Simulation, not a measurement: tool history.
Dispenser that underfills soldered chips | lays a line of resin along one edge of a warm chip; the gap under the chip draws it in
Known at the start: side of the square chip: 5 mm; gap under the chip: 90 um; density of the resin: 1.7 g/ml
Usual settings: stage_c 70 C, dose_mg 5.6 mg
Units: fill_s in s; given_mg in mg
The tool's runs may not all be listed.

run	hour	stage_c	dose_mg	fill_s	given_mg
1	0	70	5.6	15.6	5.532
# hour 6.5: new syringe of resin
2	8.2	70	5.99	11.8	5.919
3	16.5	70	5.99	16.8	5.901
# hour 23.2: new syringe of resin
4	24.9	70	5.99	11.7	5.896
# hour 26.4: dispensing valve cleaned and set on the balance
5	32.8	70	5.99	15.1	5.991
# hour 40.3: new syringe of resin
6	44.5	70	5.99	12.8	5.973
7	49.8	70	5.09	16.9	5.064
# hour 56.6: new syringe of resin
8	57.4	70	5.09	11.6	5.062
9	62.4	70	5.09	14.7	5.046
10	67.4	70	5.09	17.3	5.042
# hour 73.5: new syringe of resin
11	77.6	70	5.09	13.8	5.032
12	83.5	62	5.14	25	5.076
# hour 87.5: dispensing valve cleaned and set on the balance
13	89.6	62	5.14	31.5	5.114
# hour 90.6: new syringe of resin
14	100.2	60	5.74	26.3	5.699
# hour 107.3: new syringe of resin
15	111	76	5.6	10.2	5.562
16	121.2	76	5.6	15	5.551
# hour 123.4: new syringe of resin
17	129.6	84	6.58	7.1	6.49
# hour 139.7: new syringe of resin
18	139.7	60	5.01	19	4.932
19	145.3	80	5.01	9.2	4.918
# hour 148.9: dispensing valve cleaned and set on the balance
# hour 156.7: new syringe of resin
20	158.1	63	7.02	16	7.017

Hidden state or all else? Some run-to-run changes of fill_s, split into what the settings, what came in and random variation would give without the hidden state, and what is left for the hidden state (with any gauge scatter that isn't in both results):
The hidden state here: resin's viscosity, % of fresh resin's; dose that the valve gives, % of what is set; true chip temperature over the reading, C; drift of the gauge itself on fill_s, %; drift of the gauge itself on given_mg, %.
Run 11 -> 12: stage_c 70 -> 62, dose_mg 5.09 -> 5.14. fill_s +11.2 s: hidden state +6.6, all else +4.6.
Run 14 -> 15: stage_c 60 -> 76, dose_mg 5.74 -> 5.6, new syringe of resin. fill_s -16.1 s: hidden state -7.1, all else -9.
Run 17 -> 18: stage_c 84 -> 60, dose_mg 6.58 -> 5.01, new syringe of resin. fill_s +11.9 s: hidden state -0.9, all else +12.8.
